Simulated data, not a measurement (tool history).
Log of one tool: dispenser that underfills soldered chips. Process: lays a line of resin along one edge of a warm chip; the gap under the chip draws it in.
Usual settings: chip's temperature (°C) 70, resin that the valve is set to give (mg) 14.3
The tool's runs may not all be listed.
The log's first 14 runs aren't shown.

run   hour  chip's temperature (°C)  resin that the valve is set to give (mg)  hours of work since the syringe was changed  hours of work since the valve was cleaned  hours of work since the stage was calibrated  time until the resin shows at the far edge (s)  resin that the valve gave (mg)
      51.5  -- new syringe of resin
 15   54.1                       79                                      14.3                                            2                                         73                                            68                                           119.8                           13.52
 16   57.6                       70                                      15.5                                            4                                         75                                            71                                           189.0                           14.54
 17   61.4                       70                                      15.5                                            7                                         78                                            73                                           213.0                           14.60
      64.5  -- dispensing valve cleaned and set on the balance
 18   66.7                       75                                      14.3                                            9                                          1                                            76                                           211.8                           14.30
      69.0  -- new syringe of resin
 19   69.4                       69                                      17.0                                            0                                          3                                            78                                           153.4                           17.08
 20   73.5                       81                                      16.6                                            3                                          6                                            80                                           116.4                           16.46
 21   77.1                       68                                      14.3                                            5                                          8                                            83                                           219.0                           14.26
 22   81.5                       62                                      16.2                                            8                                         11                                            86                                           328.4                           16.21
      85.5  -- new syringe of resin
 23   85.5                       69                                      13.2                                            0                                         14                                            88                                           157.1                           13.07
 24   89.5                       69                                      13.2                                            3                                         16                                            91                                           177.7                           12.94
 25   92.7                       69                                      13.2                                            5                                         19                                            93                                           204.4                           12.99
 26   96.8                       75                                      18.5                                            8                                         21                                            96                                           187.4                           18.20
 27   99.7                       75                                      15.2                                           10                                         23                                            98                                           207.8                           14.92
     101.9  -- new syringe of resin
 28  102.7                       68                                      14.9                                            1                                         25                                            99                                           162.1                           14.49
 29  105.3                       77                                      17.8                                            2                                         27                                           101                                           124.2                           17.38
 30  107.3                       77                                      17.8                                            4                                         28                                           103                                           132.8                           17.37
 31  111.2                       78                                      14.9                                            6                                         31                                           105                                           149.9                           14.64
 32  114.6                       78                                      14.9                                            9                                         33                                           107                                           172.5                           14.62
     118.4  -- new syringe of resin
 33  119.1                       75                                      17.3                                            0                                         36                                           110                                           124.9                           16.77
 34  121.6                       57                                      12.4                                            2                                         37                                           112                                           286.2                           12.08
 35  124.4                       72                                      12.4                                            4                                         39                                           114                                           173.5                           12.05
 36  126.8                       72                                      12.4                                            6                                         41                                           115                                           193.2                           11.93

Forecast each of these 4 alternatives for the next run:
  A  131.3                       75                                      12.5                                            9                                         44                                           118                                               ?                               ?
  B  131.3                       77                                      17.5                                            9                                         44                                           118                                               ?                               ?
  C  131.3                       59                                      15.9                                            9                                         44                                           118                                               ?                               ?
  D  131.3                       72                                      17.5                                            9                                         44                                           118                                               ?                               ?

run  time until the resin shows at the far edge (s)  resin that the valve gave (mg)
  A                                           203.9                           12.09
  B                                           179.0                           16.97
  C                                           370.7                           15.10
  D                                           222.0                           16.82
Without the tool's hidden state the same runs would have given:
run  time until the resin shows at the far edge (s)  resin that the valve gave (mg)
  A                                           126.2                           12.54
  B                                           111.1                           17.60
  C                                           230.7                           15.66
  D                                           138.2                           17.44
